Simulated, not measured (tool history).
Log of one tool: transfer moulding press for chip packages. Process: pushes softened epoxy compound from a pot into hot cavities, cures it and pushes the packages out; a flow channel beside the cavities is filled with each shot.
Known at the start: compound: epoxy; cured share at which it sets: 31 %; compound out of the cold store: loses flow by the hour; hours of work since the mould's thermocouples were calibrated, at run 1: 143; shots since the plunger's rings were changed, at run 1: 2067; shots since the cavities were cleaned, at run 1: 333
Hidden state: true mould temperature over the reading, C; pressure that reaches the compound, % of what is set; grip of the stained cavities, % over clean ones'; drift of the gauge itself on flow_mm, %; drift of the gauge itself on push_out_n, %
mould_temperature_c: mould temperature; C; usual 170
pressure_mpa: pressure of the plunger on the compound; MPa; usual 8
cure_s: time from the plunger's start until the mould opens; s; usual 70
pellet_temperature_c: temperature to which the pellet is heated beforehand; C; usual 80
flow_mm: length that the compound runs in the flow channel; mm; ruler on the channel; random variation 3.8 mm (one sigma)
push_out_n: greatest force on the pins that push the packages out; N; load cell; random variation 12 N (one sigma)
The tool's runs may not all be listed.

| run | hour | mould_temperature_c | pressure_mpa | cure_s | pellet_temperature_c | hours of work since the mould's thermocouples were calibrated | shots since the plunger's rings were changed | shots since the cavities were cleaned | incoming compound's hours out of the cold store | flow_mm | push_out_n |
|---|---|---|---|---|---|---|---|---|---|---|---|
| 1 | 0 | 170 | 8 | 70 | 80 | 143 | 2067 | 333 | 37.4 | 609 | 552 |
| 2 | 9.1 | 170 | 6.39 | 70 | 80 | 148 | 2192 | 458 | 39.2 | 536 | 532 |
| 3 | 16.4 | 170 | 8 | 70 | 80 | 152 | 2292 | 558 | 38.3 | 599 | 561 |
| 4 | 27.7 | 170 | 8 | 70 | 80 | 159 | 2448 | 714 | 42 | 597 | 539 |
| 5 | 34.7 | 170 | 8 | 70 | 80 | 162 | 2543 | 809 | 37.7 | 602 | 549 |
| 6 | 44 | 170 | 8.98 | 70 | 80 | 168 | 2671 | 937 | 46.7 | 625 | 537 |
| 7 | 54.3 | 170 | 8.98 | 70 | 87 | 173 | 2811 | 1077 | 24.2 | 670 | 517 |
| 8 | 59.3 | 170 | 8.98 | 70 | 87 | 176 | 2881 | 1147 | 35.1 | 651 | 529 |
|  | 64.4 | cavities cleaned with cleaning compound and waxed |
| 9 | 69.6 | 170 | 8.98 | 70 | 87 | 181 | 3001 | 71 | 47.8 | 623 | 504 |
| 10 | 78.4 | 170 | 8.98 | 70 | 87 | 186 | 3122 | 192 | 17.6 | 682 | 547 |
| 11 | 89.6 | 167 | 8.98 | 70 | 87 | 192 | 3276 | 346 | 13.6 | 697 | 655 |
| 12 | 101.9 | 170 | 8 | 70 | 80 | 199 | 3444 | 514 | 39.7 | 606 | 546 |
| 13 | 113.5 | 170 | 8 | 70 | 80 | 205 | 3604 | 674 | 47.3 | 585 | 548 |
| 14 | 120.5 | 170 | 8 | 56 | 80 | 209 | 3700 | 770 | 10.6 | 659 | 1092 |
| 15 | 128.3 | 170 | 8 | 56 | 80 | 214 | 3806 | 876 | 36.2 | 600 | 974 |
| 16 | 140.5 | 170 | 8 | 56 | 80 | 220 | 3974 | 1044 | 12 | 658 | 991 |
| 17 | 149.5 | 170 | 8 | 56 | 80 | 225 | 4098 | 1168 | 47.3 | 582 | 929 |
|  | 153.1 | cavities cleaned with cleaning compound and waxed |
| 18 | 159.1 | 170 | 7.54 | 56 | 80 | 230 | 4208 | 82 | 23.3 | 618 | 1005 |
| 19 | 168.3 | 178 | 7.54 | 56 | 88 | 235 | 4335 | 209 | 18.9 | 612 | 559 |
| 20 | 175.4 | 173 | 8.83 | 110 | 75 | 239 | 4432 | 306 | 35.1 | 643 | 407 |
| 21 | 185.6 | 170 | 8.89 | 78 | 80 | 245 | 4572 | 446 | 28.3 | 654 | 457 |
| 22 | 191.6 | 166 | 7.12 | 78 | 80 | 248 | 4653 | 527 | 16.6 | 620 | 564 |
| 23 | 197.2 | 177 | 7.05 | 61 | 85 | 251 | 4731 | 605 | 14.3 | 603 | 495 |
| 24 | 206.5 | 177 | 7.05 | 61 | 85 | 256 | 4858 | 732 | 22.5 | 592 | 500 |
| 25 | 217.3 | 177 | 8.03 | 104 | 87 | 262 | 5006 | 880 | 19.1 | 634 | 433 |
| 26 | 225.8 | 170 | 7.22 | 70 | 76 | 267 | 5123 | 997 | 36.8 | 578 | 568 |
| 27 | 234.7 | 170 | 6.59 | 97 | 80 | 272 | 5245 | 1119 | 11.6 | 598 | 425 |
|  | 242.5 | cavities cleaned with cleaning compound and waxed |
| 28 | 242.9 | 170 | 9.99 | 70 | 80 | 276 | 5337 | 5 | 46.2 | 663 | 533 |

How the hidden state differs across the entries between the runs, from the last listed run before each to the first after it:
Between runs 8 and 9: cavities cleaned with cleaning compound and waxed (hour 64.4)
  grip of the stained cavities, % over clean ones': 1.1 -> 0.2
Between runs 17 and 18: cavities cleaned with cleaning compound and waxed (hour 153.1)
  grip of the stained cavities, % over clean ones': 1.1 -> 0.2
Between runs 27 and 28: cavities cleaned with cleaning compound and waxed (hour 242.5)
  grip of the stained cavities, % over clean ones': 1.1 -> 0
